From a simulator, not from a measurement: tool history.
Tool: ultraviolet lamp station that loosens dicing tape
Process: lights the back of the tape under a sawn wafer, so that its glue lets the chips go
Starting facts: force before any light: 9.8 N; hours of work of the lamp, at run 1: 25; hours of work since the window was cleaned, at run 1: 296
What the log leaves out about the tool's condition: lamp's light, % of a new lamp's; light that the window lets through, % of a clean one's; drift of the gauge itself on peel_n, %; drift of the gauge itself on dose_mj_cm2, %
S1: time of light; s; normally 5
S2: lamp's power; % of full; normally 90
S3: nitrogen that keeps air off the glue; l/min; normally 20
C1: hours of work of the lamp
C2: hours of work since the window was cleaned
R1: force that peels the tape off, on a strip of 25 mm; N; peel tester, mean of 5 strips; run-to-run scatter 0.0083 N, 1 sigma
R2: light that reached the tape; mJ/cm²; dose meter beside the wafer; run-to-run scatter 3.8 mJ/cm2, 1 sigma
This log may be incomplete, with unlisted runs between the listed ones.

run,hour,S1,S2,S3,C1,C2,R1,R2
1,0,5,90,20,25,296,0.414,563
2,32.6,5,90,20,41,312,0.441,556
3,56.2,5,90,20,53,323,0.432,556
4,79.1,5,90,20,64,335,0.453,554
# hour 82.2: window cleaned of glue's vapour
5,119.3,5,90,20,83,18,0.351,626
6,136.3,5,90,20,92,27,0.346,629
7,158.5,5,90,20,102,37,0.362,621
8,197.7,5,90,20,122,57,0.367,613
9,225.5,5,90,20,135,70,0.358,609
10,247.6,2,90,20,146,81,2.033,242
11,266.1,2,90,20,155,90,2.049,243
12,306.4,2,90,20,175,110,2.042,235
13,324.2,2,90,20,184,119,2.142,236
14,349.5,2,90,20,196,131,2.136,231
15,371.7,5,90,20,207,142,0.381,588
16,401.6,5,90,20,221,156,0.393,581
17,422,5,90,20,231,166,0.417,577
18,451.5,5,90,20,246,181,0.396,572
19,474.6,5,90,20,257,192,0.437,568
20,509.3,5,90,20,274,209,0.404,563
21,540.3,5,90,20,289,224,0.429,553
22,570.2,5,90,20,304,239,0.442,549
23,586.6,5,77,8,312,247,1.062,469
24,615.7,5,77,8,326,261,1.073,463
25,655.5,5,77,8,346,281,1.091,468
26,688.2,6,84,9,362,297,0.631,596
27,715.7,6,64,9,375,310,1.065,453
28,738.9,3,66,9,387,322,2.896,231
29,761.8,3,89,20,398,333,1.382,308
# hour 768.1: window cleaned of glue's vapour
30,790.3,9,63,9,411,11,0.387,759
31,822.9,9,63,9,427,27,0.398,743
32,851.2,5,63,8,441,41,1.363,414
33,873.6,6,90,8,452,52,0.477,699
34,898,5,90,13,464,64,0.526,577
35,916.8,5,90,13,473,73,0.503,574
36,934.7,6,76,23,482,82,0.386,580
37,959,6,76,23,494,93,0.374,586
38,994.7,6,76,23,512,111,0.384,572
39,1023.1,4,84,7,525,125,1.427,414
40,1045.4,5,70,20,536,136,0.699,435

Describe how what the log doesn't record of the tool's condition differs between the last listed run preceding each entry between runs and the first listed run following it.
Run 4 -> run 5: window cleaned of glue's vapour (hour 82.2)
  lamp's light, % of a new lamp's: 98.2 -> 97.9; light that the window lets through, % of a clean one's: 86.7 -> 98.9
  measured less the result without the state, R1: +0.107 -> +0.017 N; R2: -97 -> -20 mJ/cm²
Run 29 -> run 30: window cleaned of glue's vapour (hour 768.1)
  lamp's light, % of a new lamp's: 92.9 -> 92.7; light that the window lets through, % of a clean one's: 86.6 -> 99.2
  measured less the result without the state, R1: +0.463 -> +0.049 N; R2: -75 -> -66 mJ/cm²

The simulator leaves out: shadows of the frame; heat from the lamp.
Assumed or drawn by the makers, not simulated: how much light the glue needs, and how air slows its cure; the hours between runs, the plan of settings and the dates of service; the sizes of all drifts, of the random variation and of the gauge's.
